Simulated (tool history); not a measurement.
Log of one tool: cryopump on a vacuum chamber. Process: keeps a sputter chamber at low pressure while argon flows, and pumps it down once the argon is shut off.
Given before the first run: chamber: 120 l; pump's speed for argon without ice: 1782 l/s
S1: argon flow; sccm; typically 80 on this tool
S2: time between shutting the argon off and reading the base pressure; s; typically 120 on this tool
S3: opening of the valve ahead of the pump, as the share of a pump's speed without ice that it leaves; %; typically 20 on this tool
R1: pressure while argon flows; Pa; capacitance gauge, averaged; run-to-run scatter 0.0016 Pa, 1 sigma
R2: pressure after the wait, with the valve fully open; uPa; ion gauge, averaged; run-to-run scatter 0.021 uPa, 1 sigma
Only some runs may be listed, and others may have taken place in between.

run   hour   S1   S2  S3      R1    R2
  1      0   80  120  20  0.3861  0.81
  2   13.9   80  120  20  0.3885  0.82
  3     21   80  120  20  0.3882  0.85
  4     36   80  120  19  0.4085  0.87
  5   46.2  128  120  20  0.6224  0.87
  6   54.8   80  120  20  0.3864  0.92
  7   62.9   80  120  20  0.3885  0.86
  8   79.9   80  120  50  0.1598  0.92
  9     93   80   40  50  0.1607  1.32
 10    107   80   40  50  0.1614  1.37
 11  117.9   80   97  20  0.3892  0.88
 12  128.8   80   97  20  0.3906  0.93
 13    137   80   97  20  0.3892  0.96
 14  144.3   80   97  20  0.3888  0.99
 15  151.3   80   97  20  0.3874  0.96
 16  165.8   80   97  20  0.3907  0.94
 17  179.1   80  137  20  0.3893  0.86
 18  193.9   80  160  20  0.3905  0.83
 19  207.6   80   53  20   0.389  1.21
 20    220   80   90  20  0.3916  0.98
 21  233.7   37   67  20  0.1804  1.09
 22  248.5  157  226  20  0.7676  0.83
 23  257.7   36   55  25  0.1419  1.24
 24  270.2   36   55  25  0.1413  1.17
 25  277.2   36   55  25  0.1409  1.18
 26  286.3   87  234  46  0.1905  0.84
 27  293.9   95   81  52  0.1865  1.02
 28  302.1  158   32  20  0.7677  1.59
 29  318.8   65  116  44  0.1505  0.95
 30  327.9   45  120  39  0.1164  0.96
 31  338.5   49  120  28   0.173  0.93
 32  352.3  104   74  24  0.4252  1.14
 33  359.9  151  120  33  0.4578  0.97
 34  374.9   34  101  19  0.1757  0.99

Per-run results on a tool with no hidden state, each run keeping its own random variation:
The hidden state here: pump's speed, % of a pump's without ice; cold plate's temperature, K; leak into the chamber, uPa l/s; drift of the gauge itself on working_pa, %; drift of the gauge itself on base_upa, %.
run      R1    R2
  1  0.3782  0.39
  2  0.3804  0.38
  3    0.38  0.41
  4  0.4002  0.44
  5  0.6089  0.42
  6  0.3778  0.47
  7  0.3798  0.42
  8  0.1509  0.46
  9  0.1517  0.87
 10  0.1522  0.91
 11  0.3798  0.41
 12  0.3811  0.46
 13  0.3797   0.5
 14  0.3792  0.51
 15  0.3778  0.49
 16  0.3808  0.47
 17  0.3792  0.38
 18  0.3802  0.35
 19  0.3786  0.72
 20  0.3809  0.49
 21  0.1755  0.58
 22  0.7461  0.32
 23  0.1369  0.73
 24  0.1363  0.65
 25  0.1358  0.67
 26  0.1781  0.31
 27  0.1729   0.5
 28  0.7448  1.07
 29  0.1408  0.43
 30  0.1096  0.44
 31  0.1656  0.41
 32  0.4092   0.6
 33  0.4344  0.43
 34  0.1703  0.45
